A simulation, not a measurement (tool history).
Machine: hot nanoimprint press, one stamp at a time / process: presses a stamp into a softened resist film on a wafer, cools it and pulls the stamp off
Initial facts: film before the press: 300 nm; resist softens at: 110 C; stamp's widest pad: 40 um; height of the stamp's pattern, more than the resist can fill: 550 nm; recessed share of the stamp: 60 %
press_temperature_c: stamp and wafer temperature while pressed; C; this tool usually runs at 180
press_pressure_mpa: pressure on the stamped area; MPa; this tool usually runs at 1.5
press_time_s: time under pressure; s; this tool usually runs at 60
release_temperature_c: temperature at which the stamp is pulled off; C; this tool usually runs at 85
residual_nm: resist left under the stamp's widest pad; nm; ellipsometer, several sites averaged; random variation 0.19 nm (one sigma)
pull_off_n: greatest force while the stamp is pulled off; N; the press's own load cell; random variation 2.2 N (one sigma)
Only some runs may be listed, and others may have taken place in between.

run,hour,press_temperature_c,press_pressure_mpa,press_time_s,release_temperature_c,residual_nm,pull_off_n
1,0,180,1.5,60,85,120.6,219
2,42.1,180,1.5,60,85,120.1,216
3,83.9,180,1.5,60,85,120.5,217
# hour 140.8: stamp cleaned and given a new release coat
4,140.8,180,1.5,60,85,121.1,215
5,201.6,180,1.5,44,85,137,216
6,272,180,1.5,44,85,137.3,216
# hour 310.3: press's hydraulic seals changed and the load cell set to zero
7,319.4,180,1.5,44,85,137.1,213
# hour 346.7: plate thermocouple calibrated
8,369.8,180,1.5,60,85,121.4,222
9,421.7,177,1.5,60,85,133.7,216
# hour 445.7: stamp cleaned and given a new release coat
10,465.4,177,1.5,60,85,133.9,215
11,519.1,177,1.5,60,85,134.4,216
12,568.7,177,1.5,60,85,134.4,215
13,625,177,1.5,60,85,134.4,215
14,676.4,177,1.5,60,85,134.3,219
15,710.3,177,1.5,60,85,134.4,215
# hour 740.7: stamp cleaned and given a new release coat
16,782.1,177,1.5,71,82,126.1,228
17,823.6,177,1.5,71,82,126.6,230
18,854.4,177,1.5,71,82,126.1,236
19,904.6,190,1.24,104,78,77,257
# hour 909.7: gauge calibrated
20,945.8,168,1.5,65,83,170.9,225
21,999.3,180,1.57,74,85,108.3,214
# hour 1037.6: stamp cleaned and given a new release coat
22,1056.3,182,1.57,74,71,101.8,293
23,1106.3,182,1.59,74,90,101,190
24,1136,180,1.5,59,85,121.5,217
25,1196.4,180,2.14,60,90,103.5,188
26,1238.7,187,1.17,60,81,108.8,236
27,1286.9,179,1.78,86,76,99.7,266

Run 28, settings as shown, results not yet in. Your forecast:
# hour 1330.9: stamp cleaned and given a new release coat
28,1343,179,1.03,64,89,?,?

residual_nm: 143.7 nm
pull_off_n: 198 N
Take away the tool's hidden state, keep the run-to-run variation as it was, and the same run would have given residual_nm 142.3 nm, pull_off_n 199 N.
